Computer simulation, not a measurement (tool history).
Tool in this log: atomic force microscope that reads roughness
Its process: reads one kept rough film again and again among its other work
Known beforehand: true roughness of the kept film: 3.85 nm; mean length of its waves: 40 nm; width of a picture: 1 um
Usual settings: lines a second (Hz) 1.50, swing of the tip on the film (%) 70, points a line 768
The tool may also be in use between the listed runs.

| run | day | lines a second (Hz) | swing of the tip on the film (%) | points a line | roughness of the kept film (nm (root mean square)) |
|---|---|---|---|---|---|
| 1 | 0.000 | 1.50 | 70 | 768 | 3.133 |
| 2 | 1.129 | 1.50 | 70 | 431 | 3.106 |
| 3 | 2.729 | 1.50 | 70 | 431 | 3.051 |
| 4 | 4.708 | 1.50 | 70 | 431 | 2.967 |
| 5 | 6.558 | 1.50 | 70 | 431 | 3.261 |
| 6 | 7.800 | 1.50 | 70 | 431 | 3.222 |
| 7 | 9.288 | 1.50 | 70 | 431 | 3.143 |
| 8 | 10.696 | 1.39 | 70 | 768 | 3.168 |
| 9 | 12.346 | 1.39 | 70 | 768 | 3.106 |
| 10 | 14.138 | 1.39 | 70 | 768 | 3.044 |
| 11 | 15.000 | 1.39 | 70 | 768 | 3.042 |
| 12 | 16.904 | 1.50 | 70 | 267 | 3.248 |
| 13 | 18.312 | 1.50 | 70 | 267 | 3.183 |
| 14 | 19.450 | 1.50 | 70 | 267 | 3.197 |
| 15 | 20.712 | 1.50 | 70 | 267 | 3.163 |
| 16 | 22.079 | 1.50 | 70 | 768 | 3.121 |
| 17 | 23.429 | 1.50 | 70 | 768 | 3.075 |
| 18 | 24.733 | 1.50 | 64 | 768 | 3.124 |
| 19 | 26.025 | 1.50 | 64 | 768 | 3.108 |
| 20 | 27.675 | 1.50 | 59 | 683 | 3.446 |
| 21 | 28.975 | 0.99 | 59 | 448 | 3.424 |
| 22 | 29.925 | 1.92 | 66 | 768 | 3.226 |
| 23 | 31.929 | 1.14 | 66 | 768 | 3.276 |
| 24 | 33.267 | 1.14 | 66 | 768 | 3.249 |
| 25 | 34.771 | 0.84 | 59 | 530 | 3.259 |
| 26 | 36.046 | 0.84 | 59 | 530 | 3.224 |
| 27 | 37.508 | 0.84 | 59 | 530 | 3.211 |
| 28 | 38.754 | 1.50 | 70 | 570 | 3.274 |
| 29 | 39.850 | 1.50 | 70 | 570 | 3.248 |
| 30 | 40.912 | 1.50 | 70 | 570 | 3.189 |
| 31 | 42.721 | 1.85 | 84 | 768 | 2.749 |
| 32 | 43.554 | 1.85 | 84 | 768 | 2.749 |
| 33 | 44.979 | 2.39 | 84 | 768 | 2.560 |
| 34 | 46.842 | 2.39 | 84 | 768 | 2.489 |
| 35 | 48.554 | 2.39 | 84 | 768 | 2.466 |

Removed from this log: 6 entries logged between the listed runs. Between which two listed runs does each belong, and how does the tool's hidden state at the listed run before it compare with that at the listed run after it?
After run 4, before run 5: new tip fitted (day 6.025)
  radius of the tip, nm: 18.4 -> 7.8; height scale over the true one, %: -0.04 -> -0.02
  measured less the result without the state, roughness of the kept film (nm (root mean square)): -0.303 -> -0.023
After run 11, before run 12: new tip fitted (day 16.842)
  radius of the tip, nm: 17.3 -> 7.1; height scale over the true one, %: 0.08 -> 0.1
  measured less the result without the state, roughness of the kept film (nm (root mean square)): -0.278 -> +0.001
After run 19, before run 20: new tip fitted (day 27.646)
  radius of the tip, nm: 17.6 -> 7.1; height scale over the true one, %: 0.2 -> 0.22
  measured less the result without the state, roughness of the kept film (nm (root mean square)): -0.285 -> +0.004
After run 22, before run 23: height scale calibrated on a step standard (day 30.054)
  radius of the tip, nm: 9.5 -> 11.8; height scale over the true one, %: 0.25 -> 0.42
  measured less the result without the state, roughness of the kept film (nm (root mean square)): -0.065 -> -0.127
After run 27, before run 28: new tip fitted (day 38.475)
  radius of the tip, nm: 18.1 -> 7.6; height scale over the true one, %: 0.48 -> 0.49
  measured less the result without the state, roughness of the kept film (nm (root mean square)): -0.301 -> -0.003
After run 29, before run 30: height scale calibrated on a step standard, once more (day 40.392)
  radius of the tip, nm: 8.9 -> 10.1; height scale over the true one, %: 0.51 -> -0.08
  measured less the result without the state, roughness of the kept film (nm (root mean square)): -0.039 -> -0.091
